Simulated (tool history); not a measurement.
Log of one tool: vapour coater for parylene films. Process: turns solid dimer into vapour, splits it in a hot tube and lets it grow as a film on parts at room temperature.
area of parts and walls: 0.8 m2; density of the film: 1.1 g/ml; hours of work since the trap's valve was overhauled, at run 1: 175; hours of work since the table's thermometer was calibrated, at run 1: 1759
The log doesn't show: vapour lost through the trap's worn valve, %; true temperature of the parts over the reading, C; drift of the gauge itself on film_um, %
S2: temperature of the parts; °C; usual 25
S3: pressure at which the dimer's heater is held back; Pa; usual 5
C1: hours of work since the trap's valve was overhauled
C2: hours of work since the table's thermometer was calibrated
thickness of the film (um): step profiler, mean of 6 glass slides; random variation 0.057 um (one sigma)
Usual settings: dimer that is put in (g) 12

Run 1, hour 0: usual settings; C1 175; C2 1759. Result: thickness of the film (um) 9.8.
Run 2, hour 49: usual settings; C1 214; C2 1798. Result: thickness of the film (um) 9.9.
Run 3, hour 72.3: usual settings; C1 233; C2 1817. Result: thickness of the film (um) 9.74.
Run 4, hour 125.1: usual settings but dimer that is put in (g) 17; C1 275; C2 1859. Result: thickness of the film (um) 13.91.
Run 5, hour 158.9: usual settings; C1 302; C2 1886. Result: thickness of the film (um) 9.81.
Run 6, hour 194.3: usual settings but dimer that is put in (g) 6; C1 330; C2 1914. Result: thickness of the film (um) 4.9.
Run 7, hour 236.1: usual settings but dimer that is put in (g) 13; C1 363; C2 1948. Result: thickness of the film (um) 10.47.
Run 8, hour 273.6: usual settings but dimer that is put in (g) 13; C1 393; C2 1978. Result: thickness of the film (um) 10.44.
Run 9, hour 328.8: usual settings but dimer that is put in (g) 13; C1 437; C2 2022. Result: thickness of the film (um) 10.39.
Run 10, hour 384.4: usual settings but dimer that is put in (g) 13; C1 482; C2 2066. Result: thickness of the film (um) 10.33.
Run 11, hour 438.6: usual settings but dimer that is put in (g) 13; C1 525; C2 2109. Result: thickness of the film (um) 10.33.
At hour 449.8: trap's valve overhauled.
Run 12, hour 480.9: usual settings but S3 6.02 Pa; C1 25; C2 2140. Result: thickness of the film (um) 9.74.
Run 13, hour 530.1: usual settings but S2 29 °C; C1 64; C2 2179. Result: thickness of the film (um) 8.56.
Run 14, hour 579.5: usual settings but S2 29 °C; C1 104; C2 2219. Result: thickness of the film (um) 8.52.
At hour 595.4: table's thermometer calibrated.
Run 15, hour 625.8: usual settings; C1 140; C2 24. Result: thickness of the film (um) 9.63.
Run 16, hour 667.3: usual settings; C1 173; C2 57. Result: thickness of the film (um) 9.62.
Run 17, hour 706.2: usual settings; C1 204; C2 88. Result: thickness of the film (um) 9.51.
Run 18, hour 743.2: usual settings; C1 233; C2 118. Result: thickness of the film (um) 9.63.
At hour 785.1: table's thermometer calibrated, once more.
Run 19, hour 799.1: usual settings; C1 277; C2 11. Result: thickness of the film (um) 10.01.
Run 20, hour 833.3: usual settings; C1 304; C2 38. Result: thickness of the film (um) 9.84.
Run 21, hour 876.3: usual settings; C1 339; C2 73. Result: thickness of the film (um) 9.92.
Run 22, hour 900.4: usual settings; C1 358; C2 92. Result: thickness of the film (um) 9.92.
Run 23, hour 945.7: usual settings; C1 394; C2 128. Result: thickness of the film (um) 9.88.
Run 24, hour 1002.7: usual settings; C1 439; C2 174. Result: thickness of the film (um) 9.85.
Run 25, hour 1043.1: usual settings but dimer that is put in (g) 10, S2 20 °C, S3 5.67 Pa; C1 472; C2 206. Result: thickness of the film (um) 9.49.
Run 26, hour 1071.7: usual settings but dimer that is put in (g) 21, S3 2.88 Pa; C1 495; C2 229. Result: thickness of the film (um) 18.28.
Run 27, hour 1116.3: usual settings but dimer that is put in (g) 10; C1 530; C2 264. Result: thickness of the film (um) 8.05.
At hour 1122.8: trap's valve overhauled.
Run 28, hour 1162.4: usual settings but dimer that is put in (g) 10; C1 32; C2 298. Result: thickness of the film (um) 8.5.
Run 29, hour 1195.6: usual settings but S2 27 °C, S3 7.56 Pa; C1 58; C2 324. Result: thickness of the film (um) 9.09.
Run 30, hour 1239.1: usual settings but S3 3.6 Pa; C1 93; C2 359. Result: thickness of the film (um) 10.55.
Run 31, hour 1266.8: usual settings but dimer that is put in (g) 6, S2 20 °C, S3 4.19 Pa; C1 115; C2 381. Result: thickness of the film (um) 6.15.
Run 32, hour 1313.1: usual settings but dimer that is put in (g) 13, S2 17 °C, S3 10.07 Pa; C1 152; C2 418. Result: thickness of the film (um) 13.38.
Run 33, hour 1357.4: usual settings but S3 10.95 Pa; C1 187; C2 453. Result: thickness of the film (um) 9.19.
Run 34, hour 1411.7: usual settings but S3 10.95 Pa; C1 230; C2 497. Result: thickness of the film (um) 9.27.
Run 35, hour 1443.2: usual settings but S3 10.95 Pa; C1 256; C2 522. Result: thickness of the film (um) 9.15.
Run 36, hour 1494.3: usual settings but dimer that is put in (g) 15, S2 30 °C, S3 2.73 Pa; C1 296; C2 563. Result: thickness of the film (um) 11.27.
Run 37, hour 1533.3: usual settings but dimer that is put in (g) 20, S2 30 °C, S3 2.96 Pa; C1 327; C2 594. Result: thickness of the film (um) 14.85.
Run 38, hour 1557.9: usual settings but dimer that is put in (g) 11, S2 18 °C, S3 4.09 Pa; C1 347; C2 613. Result: thickness of the film (um) 11.87.
Run 39, hour 1608.4: usual settings but S2 34 °C; C1 387; C2 654. Result: thickness of the film (um) 7.23.
Run 40, hour 1664: usual settings but S2 34 °C; C1 432; C2 698. Result: thickness of the film (um) 7.17.
Run 41, hour 1700: usual settings but S2 34 °C; C1 460; C2 727. Result: thickness of the film (um) 7.21.
Run 42, hour 1747: usual settings but S2 34 °C; C1 498; C2 764. Result: thickness of the film (um) 7.1.
Run 43, hour 1780.9: usual settings but dimer that is put in (g) 11, S2 19 °C, S3 3.2 Pa; C1 525; C2 791. Result: thickness of the film (um) 11.66.

The next listed run, before its measurement:
At hour 1793.8: trap's valve overhauled.
Run 44, hour 1824.1: usual settings but dimer that is put in (g) 11, S2 19 °C, S3 3.2 Pa; C1 24; C2 822. Result: thickness of the film (um) ?.

thickness of the film (um): 11.94
Without the tool's hidden state the same run would have given thickness of the film (um) 12.18.

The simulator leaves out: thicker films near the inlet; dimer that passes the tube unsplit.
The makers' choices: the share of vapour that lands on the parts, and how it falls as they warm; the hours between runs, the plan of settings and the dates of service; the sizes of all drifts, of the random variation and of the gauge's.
